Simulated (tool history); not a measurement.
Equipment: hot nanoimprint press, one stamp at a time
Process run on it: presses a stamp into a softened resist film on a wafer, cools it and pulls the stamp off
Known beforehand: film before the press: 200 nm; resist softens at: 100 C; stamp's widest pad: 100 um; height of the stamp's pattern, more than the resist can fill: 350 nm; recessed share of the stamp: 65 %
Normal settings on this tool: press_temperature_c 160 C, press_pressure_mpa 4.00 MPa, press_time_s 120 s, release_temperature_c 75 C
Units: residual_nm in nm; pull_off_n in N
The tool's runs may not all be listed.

run     day  press_temperature_c  press_pressure_mpa  press_time_s  release_temperature_c  residual_nm  pull_off_n
  1   0.000                  160                4.00           120                     75        110.7         216
  2   0.562                  160                4.00           120                     75        110.5         216
  3   1.033                  160                4.03           120                     75        110.4         225
  4   1.483                  160                4.03           120                     75        109.6         221
  5   1.812                  160                4.00           120                     75        111.5         226
  6   2.196                  160                4.00           210                     75         92.1         229
  7   2.688                  160                4.00           210                     75         92.6         229
  8   3.346                  160                4.00           210                     75         92.3         205
  9   3.812                  160                4.00           210                     75         91.9         200
 10   4.142                  160                6.11           120                     75         90.1         203
 11   4.550                  160                4.00           120                     71        110.6         224
 12   4.938                  160                4.00           120                     71        110.0         217
 13   5.529                  159                4.00           120                     71        114.6         224
 14   6.000                  160                4.00           120                     75        110.5         214
 15   6.296                  160                4.00           120                     75        110.5         210
 16   6.671                  160                4.00           120                     75        110.3         207
 17   7.112                  163                5.22           120                     65         88.0         261
 18   7.667                  164                2.68           117                     70        118.2         247
 19   8.358                  164                2.68           117                     70        117.6         241
 20   8.617                  164                2.68           117                     70        117.6         258
 21   8.879                  163                4.00           112                     75        102.2         224
 22   9.300                  152                3.08           120                     72        149.3         231
 23   9.783                  160                4.00           120                     70        108.6         255
 24  10.204                  160                4.00           120                     70        108.5         251
 25  11.025                  160                4.00           120                     74        109.0         194
 26  11.333                  165                2.44           120                     74        119.5         206
 27  11.725                  165                2.44           120                     74        122.4         207
 28  12.092                  167                2.93            79                     68        122.1         243
 29  12.429                  167                2.93            79                     68        121.7         233
 30  12.975                  167                6.16           199                     78         60.9         200
 31  13.467                  160                4.69           120                     75        105.5         219

Taken out of this log: 4 entries between the listed runs. Where each belongs, and how the hidden state differs across it:
From run 7 to run 8: stamp cleaned and given a new release coat (day 3.338)
  true temperature over the reading, C: 0.94 -> 0.96; pressure that arrives at the usual setting, %: 98.86 -> 98.82; grip of the stamp's worn release coat, % over a new coat's: 17.6 -> 0
  measured value less the no-hidden-state value, residual_nm: -2.4 -> -2.4 nm; pull_off_n: +30 -> -4 N
From run 18 to run 19: plate thermocouple calibrated (day 7.846)
  true temperature over the reading, C: 1.17 -> 1.49; pressure that arrives at the usual setting, %: 98.42 -> 98.37; grip of the stamp's worn release coat, % over a new coat's: 11.2 -> 12.7
  measured value less the no-hidden-state value, residual_nm: -3.1 -> -4.1 nm; pull_off_n: +20 -> +21 N
From run 24 to run 25: stamp cleaned and given a new release coat (day 10.854)
  true temperature over the reading, C: 1.58 -> 1.6; pressure that arrives at the usual setting, %: 98.21 -> 98.15; grip of the stamp's worn release coat, % over a new coat's: 17.7 -> 0.4
  measured value less the no-hidden-state value, residual_nm: -4.3 -> -4.3 nm; pull_off_n: +31 -> -6 N
From run 26 to run 27: plate thermocouple calibrated, once more (day 11.588)
  true temperature over the reading, C: 1.62 -> 0.1; pressure that arrives at the usual setting, %: 98.13 -> 98.1; grip of the stamp's worn release coat, % over a new coat's: 1.2 -> 1.9
  measured value less the no-hidden-state value, residual_nm: -4.4 -> +0.3 nm; pull_off_n: -5 -> +4 N
